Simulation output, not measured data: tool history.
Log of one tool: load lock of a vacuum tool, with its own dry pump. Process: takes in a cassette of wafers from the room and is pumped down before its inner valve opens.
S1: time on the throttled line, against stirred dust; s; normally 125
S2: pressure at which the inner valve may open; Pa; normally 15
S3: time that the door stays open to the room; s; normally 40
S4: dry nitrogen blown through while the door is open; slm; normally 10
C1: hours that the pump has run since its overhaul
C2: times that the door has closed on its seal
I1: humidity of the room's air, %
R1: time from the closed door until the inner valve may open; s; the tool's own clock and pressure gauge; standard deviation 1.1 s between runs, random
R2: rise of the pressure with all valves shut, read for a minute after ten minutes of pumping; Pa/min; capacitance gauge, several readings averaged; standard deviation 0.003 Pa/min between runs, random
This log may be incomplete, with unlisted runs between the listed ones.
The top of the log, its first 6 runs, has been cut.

run    hour   S1  S2  S3  S4     C1     C2    I1     R1     R2
  7  1052.9  125  15  40  25  12449   4646  43.7  201.3  0.015
  8    1208  125  15  40  10  12604   5330  43.1  202.5  0.018
  9  1383.8  125  15  40  10  12780   6105  45.3  199.9  0.025
 10  1544.8  125  15  40  10  12941   6816  46.8  201.2   0.02
 11  1815.7  125  15  40  10  13212   8011  43.3  200.8  0.028
 12  2005.6  125  15  40  10  13401   8849    44  199.7  0.024
 13  2213.7  125  26  40  10  13610   9767  46.6  193.9  0.025
 14    2364  125  26  40  10  13760  10430  48.2  194.8  0.027
 15  2574.4  125  26  40  10  13970  11358  45.7  193.5  0.018
 16    2726  125  26  40  10  14122  12027  45.9  195.6  0.023
 17  2987.3  125  26  40  10  14383  13180  44.3    195  0.022
 18  3151.2  125  15  43  10  14547  13903  43.1  200.5  0.022
 19  3340.9  125  15  40  10  14737  14740  45.6  200.1  0.017
 20  3475.7  125  12  76  10  14872  15335  43.7  204.5  0.026

What does the tool deliver on the next run?
     3546.9  -- dry pump taken out, an overhauled one fitted
 21  3630.7  123  11  40  10  84  15992  43   ?   ?

Run 21 produced R1 204.8 s, R2 0.022 Pa/min.
With no hidden state in the tool, this same run would have given R1 204.8 s, R2 0.021 Pa/min.
